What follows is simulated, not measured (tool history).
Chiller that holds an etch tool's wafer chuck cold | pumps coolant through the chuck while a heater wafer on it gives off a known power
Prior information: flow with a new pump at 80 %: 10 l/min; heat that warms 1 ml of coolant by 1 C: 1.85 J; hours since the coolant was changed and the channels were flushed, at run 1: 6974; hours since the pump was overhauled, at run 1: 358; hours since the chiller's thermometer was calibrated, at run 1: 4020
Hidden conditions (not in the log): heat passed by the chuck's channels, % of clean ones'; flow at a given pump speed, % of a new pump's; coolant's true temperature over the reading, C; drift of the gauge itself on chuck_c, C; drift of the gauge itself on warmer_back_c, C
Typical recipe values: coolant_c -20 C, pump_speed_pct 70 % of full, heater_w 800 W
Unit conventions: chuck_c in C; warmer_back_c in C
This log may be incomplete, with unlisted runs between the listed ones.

run,day,coolant_c,pump_speed_pct,heater_w,hours since the coolant was changed and the channels were flushed,hours since the pump was overhauled,hours since the chiller's thermometer was calibrated,chuck_c,warmer_back_c
1,0.000,-20,70,800,6974,358,4020,-9.3,3.01
2,3.229,-20,70,800,7051,436,4097,-9.0,3.01
3,5.962,-20,70,800,7117,502,4163,-9.3,2.98
# day 7.492: coolant changed, channels flushed
4,7.708,-20,70,800,5,537,4199,-11.4,3.01
5,10.717,-20,70,800,77,610,4271,-11.3,2.95
6,13.508,-20,70,800,144,677,4338,-11.3,2.99
7,15.129,-20,70,800,183,716,4377,-11.1,2.98
8,17.754,-20,70,800,246,779,4440,-11.1,2.90
9,19.858,-13,67,1144,297,829,4490,0.3,4.45
# day 20.296: coolant pump overhauled
10,22.850,-13,67,1144,364,61,4557,0.5,4.39
11,24.821,-13,74,1144,411,109,4605,-0.8,4.00
12,27.446,-14,66,991,474,172,4668,-2.3,3.85
13,30.742,-24,81,991,553,251,4747,-14.5,3.12
14,32.779,-13,74,1190,602,300,4796,-0.2,4.19
15,35.288,-13,74,1190,662,360,4856,-0.2,4.20
16,37.792,-15,70,800,722,420,4916,-6.2,3.03

Below, some changes in chuck_c between adjacent runs. For each, the amount present without the hidden state too (settings, incoming material, random variation) and the amount remaining for the hidden state with gauge scatter not shared by both compared results:
Run 3 -> 4: coolant changed, channels flushed. chuck_c -2.1 C: hidden state -2.1, all else +0.0.
Run 13 -> 14: coolant_c -24 -> -13, pump_speed_pct 81 -> 74, heater_w 991 -> 1190. chuck_c +14.3 C: hidden state +0.0, all else +14.3.
